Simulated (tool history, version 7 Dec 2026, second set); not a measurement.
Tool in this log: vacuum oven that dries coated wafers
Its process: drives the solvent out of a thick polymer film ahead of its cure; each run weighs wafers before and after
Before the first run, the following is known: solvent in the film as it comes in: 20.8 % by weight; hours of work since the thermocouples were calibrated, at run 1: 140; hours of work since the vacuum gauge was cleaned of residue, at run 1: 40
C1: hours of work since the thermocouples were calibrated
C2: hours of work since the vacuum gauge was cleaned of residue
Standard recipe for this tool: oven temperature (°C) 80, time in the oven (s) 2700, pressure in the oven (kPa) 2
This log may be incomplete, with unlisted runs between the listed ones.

run 1 hour=0 | oven_temperature_(°C)=80 time_in_the_oven_(s)=2700 pressure_in_the_oven_(kPa)=2 | C1=140 C2=40 | solvent_left_in_the_film_(%)=3.56
run 2 hour=106.6 | oven_temperature_(°C)=80 time_in_the_oven_(s)=2700 pressure_in_the_oven_(kPa)=2 | C1=216 C2=116 | solvent_left_in_the_film_(%)=3.51
run 3 hour=235.3 | oven_temperature_(°C)=80 time_in_the_oven_(s)=2700 pressure_in_the_oven_(kPa)=2 | C1=307 C2=207 | solvent_left_in_the_film_(%)=3.53
run 4 hour=363.8 | oven_temperature_(°C)=80 time_in_the_oven_(s)=2700 pressure_in_the_oven_(kPa)=2 | C1=398 C2=298 | solvent_left_in_the_film_(%)=3.64
run 5 hour=487.8 | oven_temperature_(°C)=80 time_in_the_oven_(s)=2700 pressure_in_the_oven_(kPa)=6.13 | C1=486 C2=386 | solvent_left_in_the_film_(%)=8.45
run 6 hour=587.3 | oven_temperature_(°C)=80 time_in_the_oven_(s)=2700 pressure_in_the_oven_(kPa)=6.13 | C1=557 C2=457 | solvent_left_in_the_film_(%)=8.39
run 7 hour=662 | oven_temperature_(°C)=80 time_in_the_oven_(s)=2700 pressure_in_the_oven_(kPa)=6.13 | C1=610 C2=510 | solvent_left_in_the_film_(%)=8.44
run 8 hour=778.8 | oven_temperature_(°C)=80 time_in_the_oven_(s)=2700 pressure_in_the_oven_(kPa)=1.05 | C1=693 C2=593 | solvent_left_in_the_film_(%)=2.44
run 9 hour=880 | oven_temperature_(°C)=80 time_in_the_oven_(s)=2700 pressure_in_the_oven_(kPa)=1.05 | C1=765 C2=665 | solvent_left_in_the_film_(%)=2.4
run 10 hour=1006.5 | oven_temperature_(°C)=80 time_in_the_oven_(s)=2700 pressure_in_the_oven_(kPa)=1.05 | C1=855 C2=755 | solvent_left_in_the_film_(%)=2.48
-- hour=1068.1 oven's thermocouples calibrated
run 11 hour=1100 | oven_temperature_(°C)=91 time_in_the_oven_(s)=2700 pressure_in_the_oven_(kPa)=1.05 | C1=23 C2=819 | solvent_left_in_the_film_(%)=0.89
run 12 hour=1190.5 | oven_temperature_(°C)=80 time_in_the_oven_(s)=2700 pressure_in_the_oven_(kPa)=3.48 | C1=87 C2=884 | solvent_left_in_the_film_(%)=5.31
run 13 hour=1264.8 | oven_temperature_(°C)=80 time_in_the_oven_(s)=2700 pressure_in_the_oven_(kPa)=1.16 | C1=140 C2=936 | solvent_left_in_the_film_(%)=2.5
run 14 hour=1335.9 | oven_temperature_(°C)=80 time_in_the_oven_(s)=2700 pressure_in_the_oven_(kPa)=1.16 | C1=190 C2=987 | solvent_left_in_the_film_(%)=2.53
run 15 hour=1458 | oven_temperature_(°C)=80 time_in_the_oven_(s)=3240 pressure_in_the_oven_(kPa)=2 | C1=277 C2=1074 | solvent_left_in_the_film_(%)=2.95
run 16 hour=1566.9 | oven_temperature_(°C)=80 time_in_the_oven_(s)=3240 pressure_in_the_oven_(kPa)=1.64 | C1=354 C2=1151 | solvent_left_in_the_film_(%)=2.72
run 17 hour=1682 | oven_temperature_(°C)=80 time_in_the_oven_(s)=2700 pressure_in_the_oven_(kPa)=2 | C1=436 C2=1233 | solvent_left_in_the_film_(%)=3.49
run 18 hour=1800.5 | oven_temperature_(°C)=86 time_in_the_oven_(s)=2700 pressure_in_the_oven_(kPa)=2 | C1=520 C2=1317 | solvent_left_in_the_film_(%)=2.13
run 19 hour=1869 | oven_temperature_(°C)=87 time_in_the_oven_(s)=4380 pressure_in_the_oven_(kPa)=2 | C1=569 C2=1365 | solvent_left_in_the_film_(%)=1.9
run 20 hour=1943 | oven_temperature_(°C)=87 time_in_the_oven_(s)=4380 pressure_in_the_oven_(kPa)=5.77 | C1=621 C2=1418 | solvent_left_in_the_film_(%)=5.66
run 21 hour=2043.9 | oven_temperature_(°C)=87 time_in_the_oven_(s)=4320 pressure_in_the_oven_(kPa)=7.96 | C1=693 C2=1489 | solvent_left_in_the_film_(%)=7.75
run 22 hour=2115.2 | oven_temperature_(°C)=88 time_in_the_oven_(s)=1380 pressure_in_the_oven_(kPa)=7.96 | C1=743 C2=1540 | solvent_left_in_the_film_(%)=8.36
run 23 hour=2228.2 | oven_temperature_(°C)=88 time_in_the_oven_(s)=1380 pressure_in_the_oven_(kPa)=7.96 | C1=823 C2=1620 | solvent_left_in_the_film_(%)=8.16
-- hour=2282.6 vacuum gauge cleaned of residue and calibrated
run 24 hour=2307.9 | oven_temperature_(°C)=80 time_in_the_oven_(s)=2280 pressure_in_the_oven_(kPa)=1.19 | C1=879 C2=18 | solvent_left_in_the_film_(%)=3.24
-- hour=2335.4 oven's thermocouples calibrated
run 25 hour=2430.5 | oven_temperature_(°C)=80 time_in_the_oven_(s)=2280 pressure_in_the_oven_(kPa)=1.19 | C1=67 C2=104 | solvent_left_in_the_film_(%)=3.19
run 26 hour=2542.5 | oven_temperature_(°C)=88 time_in_the_oven_(s)=3240 pressure_in_the_oven_(kPa)=5.91 | C1=147 C2=183 | solvent_left_in_the_film_(%)=5.55
run 27 hour=2603.7 | oven_temperature_(°C)=90 time_in_the_oven_(s)=2700 pressure_in_the_oven_(kPa)=6.81 | C1=190 C2=227 | solvent_left_in_the_film_(%)=5.94
run 28 hour=2679.3 | oven_temperature_(°C)=90 time_in_the_oven_(s)=2700 pressure_in_the_oven_(kPa)=6.81 | C1=244 C2=280 | solvent_left_in_the_film_(%)=5.89
run 29 hour=2806.7 | oven_temperature_(°C)=90 time_in_the_oven_(s)=1740 pressure_in_the_oven_(kPa)=7.5 | C1=335 C2=371 | solvent_left_in_the_film_(%)=6.58
run 30 hour=2880.5 | oven_temperature_(°C)=90 time_in_the_oven_(s)=1740 pressure_in_the_oven_(kPa)=7.5 | C1=387 C2=423 | solvent_left_in_the_film_(%)=6.77
run 31 hour=3000.2 | oven_temperature_(°C)=90 time_in_the_oven_(s)=1740 pressure_in_the_oven_(kPa)=7.5 | C1=472 C2=508 | solvent_left_in_the_film_(%)=6.67
run 32 hour=3077.1 | oven_temperature_(°C)=67 time_in_the_oven_(s)=4740 pressure_in_the_oven_(kPa)=2.33 | C1=526 C2=563 | solvent_left_in_the_film_(%)=7.48
run 33 hour=3128.8 | oven_temperature_(°C)=67 time_in_the_oven_(s)=4740 pressure_in_the_oven_(kPa)=2.33 | C1=563 C2=599 | solvent_left_in_the_film_(%)=7.71

Here are 3 independent what-if runs from the current tool condition. What would each one return?
run A hour=3197 | oven_temperature_(°C)=80 time_in_the_oven_(s)=2700 pressure_in_the_oven_(kPa)=2.66 | C1=612 C2=648 | solvent_left_in_the_film_(%)=?
run B hour=3197 | oven_temperature_(°C)=93 time_in_the_oven_(s)=2700 pressure_in_the_oven_(kPa)=2 | C1=612 C2=648 | solvent_left_in_the_film_(%)=?
run C hour=3197 | oven_temperature_(°C)=84 time_in_the_oven_(s)=2040 pressure_in_the_oven_(kPa)=2.33 | C1=612 C2=648 | solvent_left_in_the_film_(%)=?

run=A solvent_left_in_the_film_(%)=4.4
run=B solvent_left_in_the_film_(%)=1.53
run=C solvent_left_in_the_film_(%)=3.52
Take away the tool's hidden state, keep each run's random variation, and the runs would have read:
run=A solvent_left_in_the_film_(%)=4.38
run=B solvent_left_in_the_film_(%)=1.52
run=C solvent_left_in_the_film_(%)=3.51

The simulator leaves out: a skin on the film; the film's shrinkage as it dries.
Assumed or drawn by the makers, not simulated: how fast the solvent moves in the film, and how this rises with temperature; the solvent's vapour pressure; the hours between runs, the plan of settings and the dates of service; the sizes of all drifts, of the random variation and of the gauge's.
